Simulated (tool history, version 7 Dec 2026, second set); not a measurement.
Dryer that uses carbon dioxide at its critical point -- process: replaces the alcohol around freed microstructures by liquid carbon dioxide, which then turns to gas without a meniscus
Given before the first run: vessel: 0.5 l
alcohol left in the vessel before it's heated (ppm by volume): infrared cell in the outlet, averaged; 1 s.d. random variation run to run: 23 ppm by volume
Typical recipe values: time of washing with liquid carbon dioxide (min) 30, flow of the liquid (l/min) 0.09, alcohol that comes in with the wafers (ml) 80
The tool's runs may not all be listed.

| run | day | time of washing with liquid carbon dioxide (min) | flow of the liquid (l/min) | alcohol that comes in with the wafers (ml) | alcohol left in the vessel before it's heated (ppm by volume) |
|---|---|---|---|---|---|
| 1 | 0 | 30 | 0.09 | 80 | 1810 |
| 2 | 0.542 | 30 | 0.09 | 80 | 1881 |
| 3 | 1.046 | 30 | 0.09 | 80 | 1901 |
| 4 | 1.642 | 30 | 0.09 | 26 | 676 |
| 5 | 2.458 | 30 | 0.09 | 80 | 2010 |
| 6 | 3.338 | 30 | 0.09 | 80 | 2068 |
| 7 | 4.362 | 30 | 0.09 | 80 | 2092 |
| 8 | 5.05 | 30 | 0.09 | 80 | 2103 |
| 9 | 5.796 | 30 | 0.062 | 75 | 7821 |
| 10 | 6.392 | 30 | 0.062 | 75 | 7949 |
| 11 | 7.4 | 28 | 0.09 | 27 | 1073 |
| 12 | 7.842 | 30 | 0.0689 | 37 | 3007 |
| 13 | 8.442 | 42 | 0.0866 | 20 | 233 |

What if the next run were any one of these 4? Each begins from the tool's condition after run 13:
| A | 9.033 | 30 | 0.0586 | 47 | ? |
| B | 9.033 | 22 | 0.1399 | 52 | ? |
| C | 9.033 | 42 | 0.057 | 85 | ? |
| D | 9.033 | 33 | 0.0631 | 100 | ? |

| run | alcohol left in the vessel before it's heated (ppm by volume) |
|---|---|
| A | 6248 |
| B | 802 |
| C | 4156 |
| D | 7924 |
Stripped of hidden state, with their random variation kept, the same runs would have yielded:
| run | alcohol left in the vessel before it's heated (ppm by volume) |
|---|---|
| A | 4723 |
| B | 435 |
| C | 2835 |
| D | 5725 |
